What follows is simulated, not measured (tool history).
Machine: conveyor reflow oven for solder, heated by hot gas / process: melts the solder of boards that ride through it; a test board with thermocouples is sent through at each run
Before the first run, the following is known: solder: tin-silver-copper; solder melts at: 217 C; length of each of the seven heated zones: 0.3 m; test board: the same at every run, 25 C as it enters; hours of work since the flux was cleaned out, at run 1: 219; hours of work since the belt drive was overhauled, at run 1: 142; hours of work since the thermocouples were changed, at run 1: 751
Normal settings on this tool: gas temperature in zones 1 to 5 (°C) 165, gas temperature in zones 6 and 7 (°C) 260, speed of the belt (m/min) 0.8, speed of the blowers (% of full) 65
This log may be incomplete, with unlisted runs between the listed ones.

| run | day | gas temperature in zones 1 to 5 (°C) | gas temperature in zones 6 and 7 (°C) | speed of the belt (m/min) | speed of the blowers (% of full) | hours of work since the flux was cleaned out | hours of work since the belt drive was overhauled | hours of work since the thermocouples were changed | highest temperature of the board (°C) | time above the solder's melting point (s) |
|---|---|---|---|---|---|---|---|---|---|---|
| 1 | 0 | 165 | 260 | 0.8 | 65 | 219 | 142 | 751 | 236 | 21.5 |
| 2 | 1.329 | 165 | 260 | 0.8 | 65 | 238 | 161 | 770 | 236.4 | 21.8 |
| 3 | 2.358 | 165 | 260 | 0.8 | 65 | 253 | 176 | 785 | 236 | 21.6 |
|  | 3.517 | flux residue cleaned out of gas plates and filters |
| 4 | 4.158 | 165 | 260 | 0.8 | 65 | 9 | 199 | 808 | 238.7 | 23.9 |
| 5 | 5.833 | 165 | 260 | 0.8 | 65 | 34 | 224 | 832 | 238 | 23.7 |
| 6 | 7.504 | 159 | 257 | 0.8 | 65 | 58 | 248 | 856 | 234.5 | 20 |
| 7 | 8.833 | 174 | 260 | 0.8 | 65 | 77 | 267 | 875 | 239.8 | 26.3 |
| 8 | 9.958 | 165 | 260 | 0.648 | 70 | 93 | 283 | 892 | 245.9 | 36.5 |

The next listed run, before its measurement:
| 9 | 11.229 | 161 | 260 | 0.918 | 70 | 112 | 302 | 910 | ? | ? |

For run 9 the tool returned highest temperature of the board (°C) 232, time above the solder's melting point (s) 15.4.
Take away the tool's hidden state, keep the run-to-run variation as it was, and the same run would have given highest temperature of the board (°C) 234.6, time above the solder's melting point (s) 17.2.
